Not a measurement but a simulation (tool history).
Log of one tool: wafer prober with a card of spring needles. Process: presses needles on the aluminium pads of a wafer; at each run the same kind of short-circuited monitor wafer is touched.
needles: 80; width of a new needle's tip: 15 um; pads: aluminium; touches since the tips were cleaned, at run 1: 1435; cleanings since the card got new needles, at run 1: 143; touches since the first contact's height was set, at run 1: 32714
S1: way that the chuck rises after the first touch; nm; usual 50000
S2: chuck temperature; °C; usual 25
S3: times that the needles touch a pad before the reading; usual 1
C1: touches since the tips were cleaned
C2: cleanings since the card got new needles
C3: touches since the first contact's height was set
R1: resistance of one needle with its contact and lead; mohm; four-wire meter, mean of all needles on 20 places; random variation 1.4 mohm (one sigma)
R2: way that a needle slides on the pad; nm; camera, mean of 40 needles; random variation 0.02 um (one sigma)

run     day     S1   S2  S3    C1   C2     C3   R1     R2
  1       0  50000   25   1  1435  143  32714  156  13820
      0.279  -- tips cleaned on abrasive film
      0.662  -- tips cleaned on abrasive film
  2   0.808  50000   25   1  1643  145  41601  163  13780
      1.096  -- tips cleaned on abrasive film
      1.517  -- tips cleaned on abrasive film
  3   1.546  50000   25   1   325  147  49696  141  13720
      1.979  -- tips cleaned on abrasive film
      2.367  -- tips cleaned on abrasive film
  4   2.367  50000   25   1     0  149  58720  133  13690
      2.796  -- tips cleaned on abrasive film
      3.179  -- tips cleaned on abrasive film
  5   3.179  50000   63   1     0  151  67604  138  13650
      3.638  -- tips cleaned on abrasive film
      3.742  -- height of the first contact set anew
      4.104  -- tips cleaned on abrasive film
  6   4.146  50000   63   1   450  153   4423  145  13940
      4.517  -- tips cleaned on abrasive film
      4.962  -- tips cleaned on abrasive film
  7   5.221  48000   63   1  2869  155  16282  197  13370
      5.412  -- tips cleaned on abrasive film
      5.883  -- tips cleaned on abrasive film
  8   5.996  50000   25   1  1217  157  24754  166  13880
      6.279  -- tips cleaned on abrasive film
      6.746  -- tips cleaned on abrasive film
        7.2  -- tips cleaned on abrasive film
  9   7.383  50000   25   1  2017  160  40024  172  13810
      7.642  -- tips cleaned on abrasive film
      8.104  -- tips cleaned on abrasive film
      8.538  -- tips cleaned on abrasive film
 10   8.579  34000   25   1   451  163  53165  166   9270
      8.933  -- tips cleaned on abrasive film
      9.375  -- tips cleaned on abrasive film
 11   9.496  34000   25   1  1331  165  63242  204   9290
      9.771  -- tips cleaned on abrasive film
       10.2  -- tips cleaned on abrasive film
     10.475  -- height of the first contact set anew
     10.662  -- tips cleaned on abrasive film
       11.1  -- tips cleaned on abrasive film
 12    11.1  34000   25   1     0  169   6876  144   9440
     11.533  -- tips cleaned on abrasive film
     11.958  -- tips cleaned on abrasive film
 13  12.288  50000   25   1  3676  171  19945  198  13850
     12.379  -- tips cleaned on abrasive film
     12.796  -- tips cleaned on abrasive film
     13.246  -- tips cleaned on abrasive film
 14  13.462  50000   25   1  2397  174  32822  181  13790
     13.625  -- tips cleaned on abrasive film
     14.071  -- tips cleaned on abrasive film
     14.542  -- tips cleaned on abrasive film
     15.008  -- tips cleaned on abrasive film
 15  15.096  50000   25   2   960  178  50775  141  13720
     15.454  -- tips cleaned on abrasive film
     15.921  -- tips cleaned on abrasive film
      16.35  -- tips cleaned on abrasive film
 16  16.471  35000   25   3  1326  181  65893  167   9450
     16.738  -- tips cleaned on abrasive film
     17.175  -- tips cleaned on abrasive film
     17.188  -- height of the first contact set anew
     17.662  -- tips cleaned on abrasive film
 17  17.929  41000   79   1  2946  184   8160  225  11420
     18.121  -- tips cleaned on abrasive film
     18.583  -- tips cleaned on abrasive film
      19.05  -- tips cleaned on abrasive film
     19.517  -- tips cleaned on abrasive film
 18  19.588  69000   85   2   797  188  26381  138  19170
     19.967  -- tips cleaned on abrasive film
     20.408  -- tips cleaned on abrasive film
     20.833  -- tips cleaned on abrasive film
 19  21.129  41000   25   1  3262  191  43329  229  11270
     21.225  -- tips cleaned on abrasive film
     21.604  -- tips cleaned on abrasive film
     22.046  -- tips cleaned on abrasive film
 20  22.308  50000   32   2  2925  194  56306  167  13730
     22.462  -- tips cleaned on abrasive film
     22.925  -- tips cleaned on abrasive film
     23.362  -- tips cleaned on abrasive film
 21  23.362  56000   45   3     0  197  67856  127  15360
     23.825  -- tips cleaned on abrasive film
     23.929  -- height of the first contact set anew
     24.288  -- tips cleaned on abrasive film
 22  24.638  56000  115   1  3907  199   7807  195  15580
     24.733  -- tips cleaned on abrasive film
     25.167  -- tips cleaned on abrasive film
     25.612  -- tips cleaned on abrasive film
     26.058  -- tips cleaned on abrasive film
 23  26.058  38000   57   1    30  203  23401  158  10450
       26.5  -- tips cleaned on abrasive film
 24  26.808  38000   31   1  3418  204  31675  261  10470
     26.908  -- tips cleaned on abrasive film
     27.346  -- tips cleaned on abrasive film
     27.812  -- tips cleaned on abrasive film
 25  28.138  38000   31   1  3607  207  46275  269  10400
     28.238  -- tips cleaned on abrasive film
     28.683  -- tips cleaned on abrasive film
 26  28.842  38000   68   1  1769  209  54010  222  10370
     29.104  -- tips cleaned on abrasive film
     29.567  -- tips cleaned on abrasive film
 27  29.712  38000   68   1  1606  211  63544  216  10360
     29.962  -- tips cleaned on abrasive film
     30.429  -- tips cleaned on abrasive film
     30.704  -- height of the first contact set anew
 28  30.725  51000   74   1  3168  213    269  198  14230

3 ways to go on from here, each from the tool as it stands after run 28. What would each give?
     30.912  -- tips cleaned on abrasive film
     31.383  -- tips cleaned on abrasive film
     31.817  -- tips cleaned on abrasive film
  A  32.146  50000  121   2  3647  216  15860   ?   ?
     30.912  -- tips cleaned on abrasive film
     31.383  -- tips cleaned on abrasive film
     31.817  -- tips cleaned on abrasive film
  B  32.146  37000   25   1  3647  216  15860   ?   ?
     30.912  -- tips cleaned on abrasive film
     31.383  -- tips cleaned on abrasive film
     31.817  -- tips cleaned on abrasive film
  C  32.146  35000   74   2  3647  216  15860   ?   ?

run   R1     R2
  A  182  13890
  B  267  10290
  C  228   9700
Without the tool's hidden state the same runs would have given:
run   R1     R2
  A  135  13950
  B  124  10350
  C  135   9760

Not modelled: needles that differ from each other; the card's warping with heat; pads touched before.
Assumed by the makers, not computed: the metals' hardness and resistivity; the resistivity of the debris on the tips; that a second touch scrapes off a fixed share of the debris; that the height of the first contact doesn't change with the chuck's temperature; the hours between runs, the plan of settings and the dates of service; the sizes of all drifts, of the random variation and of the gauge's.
